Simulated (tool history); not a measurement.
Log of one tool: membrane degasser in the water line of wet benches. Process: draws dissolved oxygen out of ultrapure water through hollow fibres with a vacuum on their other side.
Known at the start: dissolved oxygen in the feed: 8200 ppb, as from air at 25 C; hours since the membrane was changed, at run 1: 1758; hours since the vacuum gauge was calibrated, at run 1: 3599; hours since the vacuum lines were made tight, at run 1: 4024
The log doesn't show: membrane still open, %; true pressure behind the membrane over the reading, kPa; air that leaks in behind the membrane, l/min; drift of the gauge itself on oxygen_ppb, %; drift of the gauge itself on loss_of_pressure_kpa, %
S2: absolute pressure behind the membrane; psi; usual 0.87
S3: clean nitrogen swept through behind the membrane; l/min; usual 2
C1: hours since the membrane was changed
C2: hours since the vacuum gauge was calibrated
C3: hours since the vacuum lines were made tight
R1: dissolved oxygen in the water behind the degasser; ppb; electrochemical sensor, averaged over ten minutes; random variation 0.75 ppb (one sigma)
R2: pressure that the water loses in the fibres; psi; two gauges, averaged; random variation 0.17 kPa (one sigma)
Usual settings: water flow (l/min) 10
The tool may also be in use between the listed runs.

{"run": 1, "day": 0.0, "water flow (l/min)": 10, "S2": 0.87, "S3": 2, "C1": 1758, "C2": 3599, "C3": 4024, "R1": 73.9, "R2": 4.237}
{"run": 2, "day": 1.888, "water flow (l/min)": 10, "S2": 1.269, "S3": 2, "C1": 1803, "C2": 3645, "C3": 4070, "R1": 107.1, "R2": 4.303}
{"run": 3, "day": 4.979, "water flow (l/min)": 10, "S2": 1.269, "S3": 2, "C1": 1877, "C2": 3719, "C3": 4144, "R1": 106.2, "R2": 4.21}
{"run": 4, "day": 7.862, "water flow (l/min)": 10, "S2": 0.87, "S3": 2, "C1": 1946, "C2": 3788, "C3": 4213, "R1": 72.8, "R2": 4.239}
{"run": 5, "day": 11.375, "water flow (l/min)": 10, "S2": 0.87, "S3": 2, "C1": 2031, "C2": 3872, "C3": 4297, "R1": 74.4, "R2": 4.305}
{"run": 6, "day": 15.288, "water flow (l/min)": 10, "S2": 0.87, "S3": 2, "C1": 2125, "C2": 3966, "C3": 4391, "R1": 73.1, "R2": 4.287}
{"run": 7, "day": 19.017, "water flow (l/min)": 10, "S2": 0.87, "S3": 2, "C1": 2214, "C2": 4056, "C3": 4481, "R1": 73.2, "R2": 4.303}
{"run": 8, "day": 21.542, "water flow (l/min)": 10, "S2": 0.87, "S3": 2, "C1": 2275, "C2": 4116, "C3": 4541, "R1": 73.5, "R2": 4.284}
{"run": 9, "day": 25.221, "water flow (l/min)": 10, "S2": 0.87, "S3": 1.61, "C1": 2363, "C2": 4205, "C3": 4630, "R1": 82.3, "R2": 4.3}
{"run": 10, "day": 29.346, "water flow (l/min)": 10, "S2": 0.87, "S3": 1.61, "C1": 2462, "C2": 4304, "C3": 4729, "R1": 84.2, "R2": 4.287}
{"day": 30.992, "done": "vacuum gauge calibrated"}
{"run": 11, "day": 33.417, "water flow (l/min)": 11, "S2": 0.574, "S3": 3.67, "C1": 2559, "C2": 58, "C3": 4826, "R1": 51.1, "R2": 4.725}
{"run": 12, "day": 35.788, "water flow (l/min)": 11, "S2": 0.603, "S3": 2.37, "C1": 2616, "C2": 115, "C3": 4883, "R1": 56.5, "R2": 4.705}
{"run": 13, "day": 39.012, "water flow (l/min)": 11, "S2": 0.603, "S3": 2.37, "C1": 2693, "C2": 193, "C3": 4960, "R1": 56.2, "R2": 4.722}
{"run": 14, "day": 41.942, "water flow (l/min)": 10, "S2": 0.548, "S3": 0.87, "C1": 2764, "C2": 263, "C3": 5030, "R1": 53.6, "R2": 4.279}
{"run": 15, "day": 44.054, "water flow (l/min)": 8, "S2": 0.548, "S3": 0.82, "C1": 2815, "C2": 314, "C3": 5081, "R1": 37.4, "R2": 3.484}
{"run": 16, "day": 47.079, "water flow (l/min)": 8, "S2": 0.548, "S3": 0.82, "C1": 2887, "C2": 386, "C3": 5154, "R1": 36.8, "R2": 3.458}
{"run": 17, "day": 51.371, "water flow (l/min)": 15, "S2": 2.109, "S3": 2.57, "C1": 2990, "C2": 489, "C3": 5257, "R1": 238.9, "R2": 6.45}
{"run": 18, "day": 53.692, "water flow (l/min)": 15, "S2": 2.109, "S3": 2.57, "C1": 3046, "C2": 545, "C3": 5312, "R1": 240.8, "R2": 6.45}
{"run": 19, "day": 57.754, "water flow (l/min)": 9, "S2": 2.109, "S3": 2.57, "C1": 3143, "C2": 642, "C3": 5410, "R1": 130.3, "R2": 3.887}
{"run": 20, "day": 60.3, "water flow (l/min)": 9, "S2": 2.109, "S3": 2.57, "C1": 3204, "C2": 703, "C3": 5471, "R1": 128.8, "R2": 3.843}

Some steps in R1 between neighbouring runs. How much of each would the tool show without its hidden state too (settings, what came in, random variation), and how much is left for the hidden state, with any gauge scatter that isn't in both results?
Run 10 -> 11: water flow (l/min) 10 -> 11, S2 0.87 -> 0.574, S3 1.61 -> 3.67, vacuum gauge calibrated. R1 -33.1 ppb: hidden state -3.4, all else -29.7.
Run 16 -> 17: water flow (l/min) 8 -> 15, S2 0.548 -> 2.109, S3 0.82 -> 2.57. R1 +202.1 ppb: hidden state +6.7, all else +195.4.
Run 18 -> 19: water flow (l/min) 15 -> 9. R1 -110.5 ppb: hidden state -3.1, all else -107.4.

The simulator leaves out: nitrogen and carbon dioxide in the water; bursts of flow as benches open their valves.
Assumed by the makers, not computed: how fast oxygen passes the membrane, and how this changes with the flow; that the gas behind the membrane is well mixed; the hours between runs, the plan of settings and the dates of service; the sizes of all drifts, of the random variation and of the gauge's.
